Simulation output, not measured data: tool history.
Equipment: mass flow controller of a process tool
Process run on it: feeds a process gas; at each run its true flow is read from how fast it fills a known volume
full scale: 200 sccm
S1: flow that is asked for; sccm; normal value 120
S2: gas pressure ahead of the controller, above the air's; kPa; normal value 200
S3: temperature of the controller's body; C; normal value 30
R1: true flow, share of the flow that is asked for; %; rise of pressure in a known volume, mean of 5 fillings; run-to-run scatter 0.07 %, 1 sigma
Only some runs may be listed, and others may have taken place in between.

run,hour,S1,S2,S3,R1
1,0,120,200,30,95.82
2,191.9,120,200,30,95.78
3,353.4,120,200,30,95.66
4,515.7,120,210,30,95.56
5,701,120,158,30,95.62
6,857.8,120,162,30,95.59
7,1072.3,137,200,30,95.77
8,1285.5,120,161,30,95.28
9,1466.1,120,161,30,95.27
10,1665.5,35,200,30,91.01
11,1795.7,35,200,30,90.8
12,1991.8,35,200,30,90.78
13,2149.9,120,200,30,94.91
14,2363.3,120,200,31,94.54
15,2537.7,120,200,27,94.94
16,2712.5,120,200,27,94.9
17,2890.6,120,200,27,94.77
18,3064.5,120,200,27,94.74
19,3216.4,120,200,24,94.96
# hour 3230.8: controller's zero set anew
20,3341.1,120,200,30,93.58
21,3506.7,120,200,30,93.67
22,3679.7,145,158,28,94.65
23,3884.1,145,158,28,94.49
# hour 3943.3: controller's zero set anew, once more
24,3998.1,145,158,28,96.08
25,4116.7,145,172,22,96.74
26,4246.2,64,273,24,94.53
27,4454.5,127,273,24,95.62
28,4609,127,273,24,95.45
29,4773.1,30,267,33,92.22
30,4886.4,62,181,25,94.3
31,5003.5,55,181,39,92.29
32,5133.9,55,181,39,92.3
33,5335.2,55,233,26,93.45
34,5522.7,95,205,22,94.82
35,5702.2,39,200,25,92.93
36,5869.9,32,238,28,91.9
37,5972.7,120,211,35,93.6
38,6103,120,215,30,94.02
39,6266.7,120,215,30,94.08
40,6434,120,215,30,93.95
41,6593.2,30,155,35,90.62
42,6779.7,32,249,27,91.25

Pick out some run-to-run changes in R1. Of each, how much would a tool without hidden state show as well, from the settings, what came in and chance, and how much is left for the hidden state and any gauge scatter not in both results compared?
Unlogged tool condition in this case: flow at rest that the sensor doesn't see, % of full scale; true flow over the shown one, %; drift of the gauge itself on true_pct, %.
Run 9 -> 10: S1 120 -> 35, S2 161 -> 200. R1 -4.26 %: hidden state -2.61, all else -1.65.
Run 12 -> 13: S1 35 -> 120. R1 +4.13 %: hidden state +2.55, all else +1.58.
Run 23 -> 24: controller's zero set anew, once more. R1 +1.59 %: hidden state +1.52, all else +0.07.
Run 40 -> 41: S1 120 -> 30, S2 215 -> 155, S3 30 -> 35. R1 -3.33 %: hidden state -1.49, all else -1.84.

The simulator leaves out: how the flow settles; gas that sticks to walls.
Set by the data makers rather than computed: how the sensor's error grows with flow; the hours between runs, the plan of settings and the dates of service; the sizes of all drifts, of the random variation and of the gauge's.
